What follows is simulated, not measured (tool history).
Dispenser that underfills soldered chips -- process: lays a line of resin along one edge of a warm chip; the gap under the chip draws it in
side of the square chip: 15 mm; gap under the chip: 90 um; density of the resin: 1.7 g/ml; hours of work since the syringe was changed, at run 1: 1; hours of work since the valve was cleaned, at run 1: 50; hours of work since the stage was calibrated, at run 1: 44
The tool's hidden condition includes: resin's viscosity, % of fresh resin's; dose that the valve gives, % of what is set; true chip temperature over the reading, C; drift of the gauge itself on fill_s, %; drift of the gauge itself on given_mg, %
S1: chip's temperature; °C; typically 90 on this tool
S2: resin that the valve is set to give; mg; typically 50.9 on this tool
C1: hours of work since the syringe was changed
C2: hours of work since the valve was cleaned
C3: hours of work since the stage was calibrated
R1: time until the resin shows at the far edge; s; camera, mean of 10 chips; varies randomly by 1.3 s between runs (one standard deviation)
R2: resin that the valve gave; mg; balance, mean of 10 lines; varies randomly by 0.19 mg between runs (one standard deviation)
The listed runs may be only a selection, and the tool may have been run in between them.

| run | hour | S1 | S2 | C1 | C2 | C3 | R1 | R2 |
|---|---|---|---|---|---|---|---|---|
| 1 | 0 | 90 | 50.9 | 1 | 50 | 44 | 132.5 | 48.55 |
| 2 | 6.1 | 90 | 44.2 | 5 | 54 | 48 | 170 | 41.87 |
|  | 10.6 | new syringe of resin |
| 3 | 13.3 | 90 | 44.2 | 2 | 59 | 53 | 147.9 | 41.62 |
| 4 | 20.3 | 90 | 54 | 7 | 65 | 58 | 178.9 | 50.61 |
|  | 22.3 | new syringe of resin |
| 5 | 24.5 | 90 | 54 | 2 | 68 | 61 | 138.3 | 50.88 |
| 6 | 29.7 | 90 | 64.3 | 6 | 71 | 65 | 162 | 59.91 |
|  | 33.7 | new syringe of resin |
| 7 | 34.7 | 96 | 50.9 | 1 | 75 | 69 | 113.4 | 47.14 |
| 8 | 39 | 80 | 50 | 4 | 78 | 72 | 210.4 | 46.12 |
| 9 | 42.5 | 80 | 50 | 7 | 81 | 75 | 242.1 | 46.14 |
|  | 45.5 | new syringe of resin |
| 10 | 48.8 | 83 | 51.6 | 2 | 85 | 79 | 177.5 | 47.37 |
|  | 54.5 | dispensing valve cleaned and set on the balance |
| 11 | 56.4 | 85 | 53.5 | 7 | 1 | 84 | 207.4 | 53.36 |

Had the tool no unlogged condition, and each run kept its random variation, what would the results have been?
| run | R1 | R2 |
|---|---|---|
| 1 | 126.2 | 50.95 |
| 2 | 128.7 | 44.15 |
| 3 | 129.5 | 44.12 |
| 4 | 123.3 | 53.94 |
| 5 | 124.5 | 54.4 |
| 6 | 121.7 | 64.32 |
| 7 | 105.4 | 50.8 |
| 8 | 167.3 | 49.87 |
| 9 | 169.9 | 50.03 |
| 10 | 153.3 | 51.62 |
| 11 | 144 | 53.56 |

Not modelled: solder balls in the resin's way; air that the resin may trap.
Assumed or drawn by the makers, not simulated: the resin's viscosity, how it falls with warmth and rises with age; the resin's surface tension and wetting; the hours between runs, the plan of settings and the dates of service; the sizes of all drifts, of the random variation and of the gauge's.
